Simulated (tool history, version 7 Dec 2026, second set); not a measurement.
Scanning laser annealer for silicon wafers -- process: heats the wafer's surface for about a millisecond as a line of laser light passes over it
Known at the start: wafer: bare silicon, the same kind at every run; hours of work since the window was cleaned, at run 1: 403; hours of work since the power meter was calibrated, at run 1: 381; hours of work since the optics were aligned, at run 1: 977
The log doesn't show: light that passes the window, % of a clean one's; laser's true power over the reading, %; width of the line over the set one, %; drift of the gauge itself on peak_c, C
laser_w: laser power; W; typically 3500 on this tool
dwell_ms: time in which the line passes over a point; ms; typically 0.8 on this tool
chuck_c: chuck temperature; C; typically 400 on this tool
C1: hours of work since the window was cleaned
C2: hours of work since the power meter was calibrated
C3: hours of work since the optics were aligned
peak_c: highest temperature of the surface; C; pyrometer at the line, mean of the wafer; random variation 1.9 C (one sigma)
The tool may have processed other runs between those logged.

run 1 hour=0 | laser_w=3500 dwell_ms=0.8 chuck_c=400 | C1=403 C2=381 C3=977 | peak_c=1120
run 2 hour=22.5 | laser_w=3500 dwell_ms=0.8 chuck_c=400 | C1=415 C2=393 C3=989 | peak_c=1119
run 3 hour=42.3 | laser_w=3500 dwell_ms=0.834 chuck_c=400 | C1=425 C2=404 C3=1000 | peak_c=1131
run 4 hour=55.9 | laser_w=3500 dwell_ms=0.834 chuck_c=400 | C1=433 C2=411 C3=1007 | peak_c=1132
run 5 hour=71.2 | laser_w=3500 dwell_ms=0.834 chuck_c=400 | C1=441 C2=419 C3=1015 | peak_c=1132
run 6 hour=84.7 | laser_w=3500 dwell_ms=0.8 chuck_c=437 | C1=448 C2=427 C3=1022 | peak_c=1154
run 7 hour=102.3 | laser_w=3500 dwell_ms=0.8 chuck_c=437 | C1=458 C2=436 C3=1032 | peak_c=1154
run 8 hour=112.7 | laser_w=3500 dwell_ms=0.8 chuck_c=437 | C1=463 C2=442 C3=1037 | peak_c=1149
run 9 hour=125 | laser_w=3500 dwell_ms=0.8 chuck_c=437 | C1=470 C2=448 C3=1044 | peak_c=1151
run 10 hour=141.7 | laser_w=3487 dwell_ms=0.8 chuck_c=400 | C1=479 C2=457 C3=1053 | peak_c=1111
run 11 hour=156.9 | laser_w=3487 dwell_ms=0.8 chuck_c=400 | C1=487 C2=465 C3=1061 | peak_c=1106
run 12 hour=167.2 | laser_w=3487 dwell_ms=0.8 chuck_c=400 | C1=492 C2=471 C3=1066 | peak_c=1108
run 13 hour=189.5 | laser_w=3412 dwell_ms=0.8 chuck_c=400 | C1=504 C2=483 C3=1078 | peak_c=1090
-- hour=213.3 optics aligned, line set to its width
run 14 hour=215.3 | laser_w=3500 dwell_ms=0.858 chuck_c=400 | C1=515 C2=494 C3=1 | peak_c=1150
run 15 hour=227.3 | laser_w=3500 dwell_ms=0.858 chuck_c=400 | C1=522 C2=500 C3=7 | peak_c=1153
run 16 hour=246.1 | laser_w=3500 dwell_ms=0.783 chuck_c=400 | C1=532 C2=510 C3=18 | peak_c=1112
run 17 hour=262.6 | laser_w=3500 dwell_ms=0.783 chuck_c=400 | C1=541 C2=519 C3=26 | peak_c=1112
run 18 hour=275.3 | laser_w=3500 dwell_ms=0.783 chuck_c=400 | C1=547 C2=526 C3=33 | peak_c=1113
run 19 hour=288.2 | laser_w=3500 dwell_ms=0.783 chuck_c=400 | C1=554 C2=533 C3=40 | peak_c=1111
run 20 hour=301.7 | laser_w=3500 dwell_ms=0.8 chuck_c=400 | C1=561 C2=540 C3=47 | peak_c=1123
run 21 hour=325.4 | laser_w=3500 dwell_ms=0.8 chuck_c=400 | C1=574 C2=553 C3=60 | peak_c=1121
run 22 hour=336.3 | laser_w=3500 dwell_ms=0.743 chuck_c=434 | C1=580 C2=558 C3=66 | peak_c=1126
run 23 hour=360.8 | laser_w=3500 dwell_ms=0.743 chuck_c=434 | C1=593 C2=571 C3=79 | peak_c=1125
run 24 hour=383.6 | laser_w=3370 dwell_ms=0.784 chuck_c=405 | C1=605 C2=584 C3=91 | peak_c=1082
run 25 hour=398.3 | laser_w=3252 dwell_ms=0.835 chuck_c=407 | C1=613 C2=591 C3=99 | peak_c=1073
run 26 hour=408.3 | laser_w=3776 dwell_ms=0.8 chuck_c=424 | C1=618 C2=597 C3=104 | peak_c=1218
run 27 hour=419.1 | laser_w=3019 dwell_ms=0.605 chuck_c=364 | C1=624 C2=603 C3=110 | peak_c=871
run 28 hour=441.4 | laser_w=3500 dwell_ms=0.837 chuck_c=436 | C1=636 C2=615 C3=122 | peak_c=1170
run 29 hour=457.9 | laser_w=3500 dwell_ms=0.979 chuck_c=436 | C1=645 C2=623 C3=131 | peak_c=1229
run 30 hour=472.7 | laser_w=3500 dwell_ms=0.979 chuck_c=436 | C1=653 C2=631 C3=139 | peak_c=1228
run 31 hour=483.3 | laser_w=3500 dwell_ms=0.979 chuck_c=436 | C1=658 C2=637 C3=144 | peak_c=1230
run 32 hour=502.8 | laser_w=3146 dwell_ms=0.8 chuck_c=429 | C1=669 C2=647 C3=155 | peak_c=1046
run 33 hour=521.2 | laser_w=3083 dwell_ms=0.964 chuck_c=373 | C1=679 C2=657 C3=164 | peak_c=1034
run 34 hour=536.6 | laser_w=3500 dwell_ms=0.641 chuck_c=418 | C1=687 C2=665 C3=173 | peak_c=1052
run 35 hour=556 | laser_w=3500 dwell_ms=0.622 chuck_c=387 | C1=697 C2=676 C3=183 | peak_c=1011
run 36 hour=579.4 | laser_w=3500 dwell_ms=0.622 chuck_c=387 | C1=710 C2=688 C3=196 | peak_c=1007
run 37 hour=591.7 | laser_w=3500 dwell_ms=0.622 chuck_c=387 | C1=716 C2=695 C3=202 | peak_c=1011
run 38 hour=611.9 | laser_w=3500 dwell_ms=0.622 chuck_c=387 | C1=727 C2=706 C3=213 | peak_c=1012
run 39 hour=635.3 | laser_w=3055 dwell_ms=0.79 chuck_c=400 | C1=740 C2=718 C3=225 | peak_c=987
run 40 hour=645.2 | laser_w=3055 dwell_ms=0.654 chuck_c=424 | C1=745 C2=723 C3=231 | peak_c=954

Hidden state or all else? Some run-to-run changes of peak_c, split into what the settings, what came in and random variation would give without the hidden state, and what is left for the hidden state (with any gauge scatter that isn't in both results):
Run 13 -> 14: laser_w 3412 -> 3500, dwell_ms 0.8 -> 0.858, optics aligned, line set to its width. peak_c +60 C: hidden state +10, all else +50.
Run 26 -> 27: laser_w 3776 -> 3019, dwell_ms 0.8 -> 0.605, chuck_c 424 -> 364. peak_c -347 C: hidden state +15, all else -362.
Run 27 -> 28: laser_w 3019 -> 3500, dwell_ms 0.605 -> 0.837, chuck_c 364 -> 436. peak_c +299 C: hidden state -13, all else +312.
Run 31 -> 32: laser_w 3500 -> 3146, dwell_ms 0.979 -> 0.8, chuck_c 436 -> 429. peak_c -184 C: hidden state +9, all else -193.

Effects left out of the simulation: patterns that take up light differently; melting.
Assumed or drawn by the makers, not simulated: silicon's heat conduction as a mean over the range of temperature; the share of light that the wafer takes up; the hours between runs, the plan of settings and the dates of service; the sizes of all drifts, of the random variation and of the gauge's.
